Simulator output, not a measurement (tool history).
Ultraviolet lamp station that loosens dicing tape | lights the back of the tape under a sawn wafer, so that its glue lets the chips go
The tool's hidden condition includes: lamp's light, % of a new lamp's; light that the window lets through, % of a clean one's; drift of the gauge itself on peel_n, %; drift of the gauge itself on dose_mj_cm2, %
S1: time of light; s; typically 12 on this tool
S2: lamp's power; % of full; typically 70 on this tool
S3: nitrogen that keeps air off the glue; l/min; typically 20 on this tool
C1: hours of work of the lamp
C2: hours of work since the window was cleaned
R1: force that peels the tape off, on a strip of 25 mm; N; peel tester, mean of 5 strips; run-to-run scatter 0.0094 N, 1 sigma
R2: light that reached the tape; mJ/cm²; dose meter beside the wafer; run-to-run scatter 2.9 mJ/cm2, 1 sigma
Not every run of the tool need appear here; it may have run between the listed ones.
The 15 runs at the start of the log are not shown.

run	hour	S1	S2	S3	C1	C2	R1	R2
16	719.4	12	70	20	322	112	0.470	372
17	773.9	12	70	20	362	153	0.484	363
18	822.3	15	70	20	398	189	0.348	449
19	877.2	15	70	20	439	230	0.347	436
20	932.0	15	70	20	479	270	0.364	428
21	974.9	12	85	20	511	302	0.393	418
22	1009.5	12	70	20	537	328	0.570	336
23	1072.5	9	74	7	584	375	1.344	259
24	1112.0	8	73	20	613	404	0.958	225
25	1147.7	11	93	12	640	431	0.647	382
# hour 1212.1: window cleaned of glue's vapour
26	1213.8	11	93	12	688	1	0.598	401
27	1259.7	23	72	35	723	35	0.146	637
28	1296.8	12	70	20	750	63	0.631	322
29	1341.8	9	95	20	784	96	0.607	321
30	1373.0	7	70	13	807	120	1.428	183
31	1411.7	7	70	7	835	148	1.795	174
32	1470.0	7	70	7	879	192	1.845	172
33	1499.6	12	94	20	901	214	0.433	393
34	1534.6	12	94	20	927	240	0.450	391
35	1607.0	13	63	39	980	293	0.538	274
36	1655.2	13	70	20	1016	329	0.681	299

Expected results for the next run?
37	1688.2	12	63	20	1041	354	?	?

R1: 0.886 N
R2: 247 mJ/cm²
Had the tool carried no hidden state, the very same run would have given R1 0.467 N, R2 380 mJ/cm².
